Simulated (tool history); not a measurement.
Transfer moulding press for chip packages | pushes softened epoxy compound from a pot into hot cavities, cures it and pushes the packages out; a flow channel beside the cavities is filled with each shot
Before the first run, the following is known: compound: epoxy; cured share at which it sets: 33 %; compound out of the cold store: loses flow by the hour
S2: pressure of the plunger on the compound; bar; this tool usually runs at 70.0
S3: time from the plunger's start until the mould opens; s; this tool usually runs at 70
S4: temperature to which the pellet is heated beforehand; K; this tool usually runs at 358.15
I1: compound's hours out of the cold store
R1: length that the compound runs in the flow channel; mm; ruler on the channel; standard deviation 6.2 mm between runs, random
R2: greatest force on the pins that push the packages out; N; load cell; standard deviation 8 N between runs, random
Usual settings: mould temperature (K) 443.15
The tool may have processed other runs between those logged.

Run 1, hour 0.0: usual settings; I1 16.1. Result: R1 938 mm, R2 363 N.
Run 2, hour 15.1: usual settings; I1 8.7. Result: R1 961 mm, R2 483 N.
Run 3, hour 33.5: usual settings but S3 82 s; I1 18.4. Result: R1 904 mm, R2 409 N.
At hour 38.9: cavities cleaned with cleaning compound and waxed.
Run 4, hour 53.3: usual settings; I1 41.3. Result: R1 864 mm, R2 440 N.
Run 5, hour 70.4: usual settings; I1 13.4. Result: R1 929 mm, R2 534 N.
At hour 78.2: cavities cleaned with cleaning compound and waxed.
Run 6, hour 85.7: usual settings; I1 44.2. Result: R1 861 mm, R2 394 N.
Run 7, hour 95.5: usual settings; I1 29.3. Result: R1 873 mm, R2 449 N.
Run 8, hour 106.2: usual settings; I1 17.8. Result: R1 904 mm, R2 523 N.
At hour 117.2: cavities cleaned with cleaning compound and waxed.
Run 9, hour 126.3: usual settings; I1 15.1. Result: R1 914 mm, R2 413 N.
Run 10, hour 145.8: usual settings but S3 81 s; I1 22.6. Result: R1 879 mm, R2 377 N.
At hour 156.8: cavities cleaned with cleaning compound and waxed.
Run 11, hour 162.3: usual settings; I1 28.3. Result: R1 867 mm, R2 388 N.
Run 12, hour 171.5: usual settings but S3 102 s; I1 26.6. Result: R1 872 mm, R2 281 N.
Run 13, hour 181.8: usual settings but S3 102 s; I1 17.6. Result: R1 881 mm, R2 306 N.
At hour 195.5: cavities cleaned with cleaning compound and waxed.
Run 14, hour 195.5: usual settings but S3 102 s; I1 30.3. Result: R1 852 mm, R2 214 N.
Run 15, hour 208.2: usual settings but S2 64.4 bar, S4 349.15 K; I1 13.2. Result: R1 845 mm, R2 453 N.
Run 16, hour 223.1: usual settings but S2 64.4 bar, S4 349.15 K; I1 43.6. Result: R1 784 mm, R2 512 N.
At hour 235.3: cavities cleaned with cleaning compound and waxed.
Run 17, hour 242.6: usual settings but S2 64.4 bar, S4 349.15 K; I1 46.9. Result: R1 775 mm, R2 391 N.
Run 18, hour 258.8: usual settings but S2 64.4 bar, S4 349.15 K; I1 13.3. Result: R1 836 mm, R2 513 N.
At hour 273.8: cavities cleaned with cleaning compound and waxed.
Run 19, hour 274.0: usual settings but S2 75.3 bar, S4 349.15 K; I1 30.7. Result: R1 858 mm, R2 358 N.
Run 20, hour 293.2: usual settings but mould temperature (K) 450.15, S2 83.1 bar, S3 56 s, S4 353.15 K; I1 25.5. Result: R1 893 mm, R2 589 N.
At hour 296.8: plunger's sealing rings changed.
Run 21, hour 306.7: usual settings but S3 77 s; I1 24.6. Result: R1 945 mm, R2 412 N.
At hour 315.1: cavities cleaned with cleaning compound and waxed.
Run 22, hour 327.1: usual settings but mould temperature (K) 438.15, S4 368.15 K; I1 20.7. Result: R1 957 mm, R2 585 N.
Run 23, hour 336.3: usual settings but S2 65.0 bar, S4 348.15 K; I1 46.8. Result: R1 861 mm, R2 474 N.
Run 24, hour 347.5: usual settings but mould temperature (K) 445.15, S3 77 s, S4 354.15 K; I1 19.6. Result: R1 940 mm, R2 389 N.
At hour 354.1: cavities cleaned with cleaning compound and waxed.
Run 25, hour 366.2: usual settings but mould temperature (K) 441.15, S3 60 s, S4 354.15 K; I1 21.6. Result: R1 930 mm, R2 780 N.
Run 26, hour 379.0: usual settings but S3 80 s; I1 17.5. Result: R1 918 mm, R2 368 N.
At hour 393.7: cavities cleaned with cleaning compound and waxed.
Run 27, hour 397.5: usual settings but S3 80 s; I1 30.5. Result: R1 898 mm, R2 286 N.
Run 28, hour 411.4: usual settings but S3 80 s; I1 18.4. Result: R1 924 mm, R2 336 N.

What if the next run were any one of these 4? Each begins from the tool's condition after run 28:
Run A, hour 421.6: usual settings but mould temperature (K) 438.15; I1 44.1. Result: R1 ?, R2 ?.
Run B, hour 421.6: usual settings but S2 75.3 bar; I1 39.1. Result: R1 ?, R2 ?.
Run C, hour 421.6: usual settings but S3 64 s; I1 43.5. Result: R1 ?, R2 ?.
Run D, hour 421.6: usual settings but S2 83.6 bar, S3 53 s, S4 352.15 K; I1 25.9. Result: R1 ?, R2 ?.

run   R1    R2
  A  889   712
  B  917   499
  C  871   646
  D  986  1111
Take away the tool's hidden state, keep each run's random variation, and the runs would have read:
run    R1   R2
  A   927  490
  B   956  343
  C   907  445
  D  1028  746

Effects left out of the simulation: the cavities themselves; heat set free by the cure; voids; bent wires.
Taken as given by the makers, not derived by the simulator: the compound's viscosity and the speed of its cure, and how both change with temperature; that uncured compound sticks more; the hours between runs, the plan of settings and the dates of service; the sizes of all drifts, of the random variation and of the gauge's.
